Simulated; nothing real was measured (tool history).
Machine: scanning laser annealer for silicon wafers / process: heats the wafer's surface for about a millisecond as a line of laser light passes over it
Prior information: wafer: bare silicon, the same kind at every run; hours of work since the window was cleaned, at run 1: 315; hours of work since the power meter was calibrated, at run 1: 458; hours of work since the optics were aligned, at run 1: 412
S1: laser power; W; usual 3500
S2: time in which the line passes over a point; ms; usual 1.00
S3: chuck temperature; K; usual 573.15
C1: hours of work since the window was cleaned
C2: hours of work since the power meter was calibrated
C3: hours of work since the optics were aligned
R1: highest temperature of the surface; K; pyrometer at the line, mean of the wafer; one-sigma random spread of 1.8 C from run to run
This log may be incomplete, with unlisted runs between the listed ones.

run 1 hour=0.0 | S1=3500 S2=1.00 S3=573.15 | C1=315 C2=458 C3=412 | R1=1316.15
run 2 hour=19.6 | S1=2999 S2=1.00 S3=573.15 | C1=325 C2=468 C3=422 | R1=1185.15
run 3 hour=35.1 | S1=3500 S2=1.00 S3=566.15 | C1=333 C2=475 C3=430 | R1=1305.15
run 4 hour=64.2 | S1=3500 S2=1.00 S3=573.15 | C1=347 C2=490 C3=444 | R1=1312.15
run 5 hour=91.9 | S1=3500 S2=1.00 S3=573.15 | C1=361 C2=503 C3=458 | R1=1312.15
run 6 hour=109.1 | S1=3500 S2=1.00 S3=573.15 | C1=369 C2=512 C3=466 | R1=1309.15
run 7 hour=125.6 | S1=3500 S2=1.00 S3=573.15 | C1=377 C2=520 C3=474 | R1=1312.15
run 8 hour=144.3 | S1=3231 S2=1.00 S3=573.15 | C1=387 C2=529 C3=483 | R1=1238.15
run 9 hour=173.3 | S1=3231 S2=1.00 S3=573.15 | C1=401 C2=544 C3=498 | R1=1237.15
run 10 hour=194.0 | S1=3500 S2=1.00 S3=573.15 | C1=411 C2=554 C3=508 | R1=1308.15
run 11 hour=212.6 | S1=3500 S2=1.00 S3=573.15 | C1=420 C2=563 C3=517 | R1=1307.15
run 12 hour=232.1 | S1=3736 S2=1.00 S3=573.15 | C1=430 C2=573 C3=527 | R1=1368.15
run 13 hour=263.6 | S1=3500 S2=1.00 S3=573.15 | C1=445 C2=588 C3=542 | R1=1303.15
run 14 hour=282.6 | S1=3500 S2=1.23 S3=573.15 | C1=455 C2=598 C3=552 | R1=1397.15
run 15 hour=297.8 | S1=3500 S2=1.23 S3=573.15 | C1=462 C2=605 C3=559 | R1=1398.15
-- hour=303.1 laser's power meter calibrated
run 16 hour=325.3 | S1=3500 S2=1.23 S3=573.15 | C1=475 C2=11 C3=571 | R1=1396.15
run 17 hour=344.5 | S1=3500 S2=0.94 S3=573.15 | C1=484 C2=20 C3=581 | R1=1278.15
run 18 hour=364.8 | S1=3500 S2=0.94 S3=573.15 | C1=494 C2=30 C3=591 | R1=1277.15
run 19 hour=382.7 | S1=3500 S2=0.74 S3=573.15 | C1=503 C2=39 C3=600 | R1=1184.15
run 20 hour=410.6 | S1=3500 S2=0.74 S3=573.15 | C1=517 C2=53 C3=613 | R1=1181.15
-- hour=427.6 laser's power meter calibrated, once more
run 21 hour=441.1 | S1=3701 S2=0.86 S3=573.15 | C1=530 C2=7 C3=627 | R1=1287.15
run 22 hour=472.6 | S1=3701 S2=0.86 S3=573.15 | C1=546 C2=22 C3=643 | R1=1287.15
run 23 hour=499.9 | S1=3701 S2=0.86 S3=573.15 | C1=559 C2=36 C3=656 | R1=1282.15
run 24 hour=528.5 | S1=3439 S2=1.00 S3=573.15 | C1=573 C2=50 C3=670 | R1=1280.15
run 25 hour=552.2 | S1=3500 S2=0.73 S3=547.15 | C1=585 C2=62 C3=682 | R1=1149.15
run 26 hour=584.2 | S1=3500 S2=0.73 S3=547.15 | C1=601 C2=77 C3=698 | R1=1147.15
run 27 hour=608.5 | S1=3491 S2=0.95 S3=578.15 | C1=613 C2=89 C3=710 | R1=1278.15
run 28 hour=623.1 | S1=3491 S2=0.95 S3=578.15 | C1=620 C2=97 C3=717 | R1=1277.15
run 29 hour=651.2 | S1=3491 S2=0.95 S3=578.15 | C1=634 C2=110 C3=731 | R1=1274.15
run 30 hour=679.8 | S1=3500 S2=1.19 S3=573.15 | C1=648 C2=125 C3=745 | R1=1368.15
run 31 hour=699.1 | S1=3683 S2=1.25 S3=573.15 | C1=658 C2=134 C3=754 | R1=1443.15
run 32 hour=730.1 | S1=3500 S2=1.00 S3=565.15 | C1=673 C2=149 C3=770 | R1=1281.15
run 33 hour=749.3 | S1=3500 S2=1.00 S3=565.15 | C1=682 C2=159 C3=779 | R1=1284.15
run 34 hour=766.9 | S1=3833 S2=1.00 S3=600.15 | C1=691 C2=167 C3=788 | R1=1403.15
run 35 hour=782.0 | S1=3214 S2=1.24 S3=556.15 | C1=698 C2=175 C3=795 | R1=1285.15
run 36 hour=811.1 | S1=3465 S2=0.96 S3=566.15 | C1=713 C2=189 C3=810 | R1=1257.15
run 37 hour=836.1 | S1=3746 S2=0.77 S3=554.15 | C1=725 C2=202 C3=822 | R1=1222.15
run 38 hour=861.6 | S1=3746 S2=0.77 S3=554.15 | C1=738 C2=214 C3=835 | R1=1221.15
run 39 hour=874.8 | S1=3746 S2=0.73 S3=567.15 | C1=744 C2=221 C3=841 | R1=1214.15
run 40 hour=905.4 | S1=3746 S2=0.73 S3=567.15 | C1=759 C2=236 C3=856 | R1=1213.15

Below, some changes in R1 between adjacent runs. For each, the amount present without the hidden state too (settings, incoming material, random variation) and the amount remaining for the hidden state with gauge scatter not shared by both compared results:
Hidden state at play: light that passes the window, % of a clean one's; laser's true power over the reading, %; width of the line over the set one, %; drift of the gauge itself on peak_c, C.
Run 1 -> 2: S1 3500 -> 2999. R1 -131.00 K: hidden state +3.00, all else -134.00.
Run 20 -> 21: S1 3500 -> 3701, S2 0.74 -> 0.86, laser's power meter calibrated, once more. R1 +106.00 K: hidden state -8.00, all else +114.00.
Run 24 -> 25: S1 3439 -> 3500, S2 1.00 -> 0.73, S3 573.15 -> 547.15. R1 -131.00 K: hidden state +5.00, all else -136.00.
Run 29 -> 30: S1 3491 -> 3500, S2 0.95 -> 1.19, S3 578.15 -> 573.15. R1 +94.00 K: hidden state -7.00, all else +101.00.
Run 31 -> 32: S1 3683 -> 3500, S2 1.25 -> 1.00, S3 573.15 -> 565.15. R1 -162.00 K: hidden state +9.00, all else -171.00.
